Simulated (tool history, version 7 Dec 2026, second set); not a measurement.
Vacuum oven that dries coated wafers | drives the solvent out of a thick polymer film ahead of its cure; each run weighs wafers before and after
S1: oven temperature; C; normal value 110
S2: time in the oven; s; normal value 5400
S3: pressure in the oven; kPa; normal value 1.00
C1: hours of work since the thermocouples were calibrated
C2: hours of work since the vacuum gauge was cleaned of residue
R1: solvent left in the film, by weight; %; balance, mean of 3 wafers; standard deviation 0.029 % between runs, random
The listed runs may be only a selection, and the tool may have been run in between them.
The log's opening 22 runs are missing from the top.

Run 23, hour 503.9: usual settings but S1 100 C, S2 7740 s, S3 3.05 kPa; C1 642; C2 68. Result: R1 5.01 %.
Run 24, hour 523.6: usual settings but S1 121 C, S2 3420 s, S3 0.79 kPa; C1 652; C2 79. Result: R1 1.76 %.
Run 25, hour 545.2: usual settings but S1 121 C, S2 3420 s, S3 0.79 kPa; C1 663; C2 90. Result: R1 1.74 %.
Run 26, hour 573.6: usual settings but S1 121 C, S2 3420 s, S3 0.79 kPa; C1 678; C2 105. Result: R1 1.68 %.
Run 27, hour 596.0: usual settings but S1 102 C, S3 2.58 kPa; C1 690; C2 116. Result: R1 5.53 %.
Run 28, hour 609.9: usual settings but S2 8640 s, S3 3.62 kPa; C1 697; C2 124. Result: R1 2.57 %.
Run 29, hour 638.4: usual settings but S2 8640 s, S3 3.62 kPa; C1 712; C2 139. Result: R1 2.59 %.
Run 30, hour 661.2: usual settings but S1 99 C, S2 4140 s, S3 2.17 kPa; C1 724; C2 150. Result: R1 7.57 %.
Run 31, hour 676.1: usual settings but S1 103 C, S2 6600 s, S3 2.99 kPa; C1 732; C2 158. Result: R1 4.63 %.
Run 32, hour 704.0: usual settings but S2 5220 s; C1 746; C2 173. Result: R1 2.57 %.
Run 33, hour 717.2: usual settings but S2 5220 s; C1 753; C2 180. Result: R1 2.66 %.
Run 34, hour 731.7: usual settings but S2 5220 s; C1 761; C2 187. Result: R1 2.65 %.
Run 35, hour 749.9: usual settings but S1 114 C, S2 3960 s, S3 0.87 kPa; C1 770; C2 197. Result: R1 2.63 %.
Run 36, hour 769.0: usual settings but S1 114 C, S2 8880 s, S3 0.88 kPa; C1 780; C2 207. Result: R1 0.73 %.

Forecast each of these 3 alternatives for the next run:
Run A, hour 784.3: usual settings but S1 100 C, S2 8820 s, S3 0.59 kPa; C1 788; C2 215. Result: R1 ?.
Run B, hour 784.3: usual settings but S1 114 C, S2 7080 s, S3 2.21 kPa; C1 788; C2 215. Result: R1 ?.
Run C, hour 784.3: usual settings but S1 102 C; C1 788; C2 215. Result: R1 ?.

run    R1
  A  2.78
  B  1.64
  C  4.67
Stripped of hidden state, with their random variation kept, the same runs would have yielded:
run    R1
  A  3.03
  B  1.76
  C  4.98
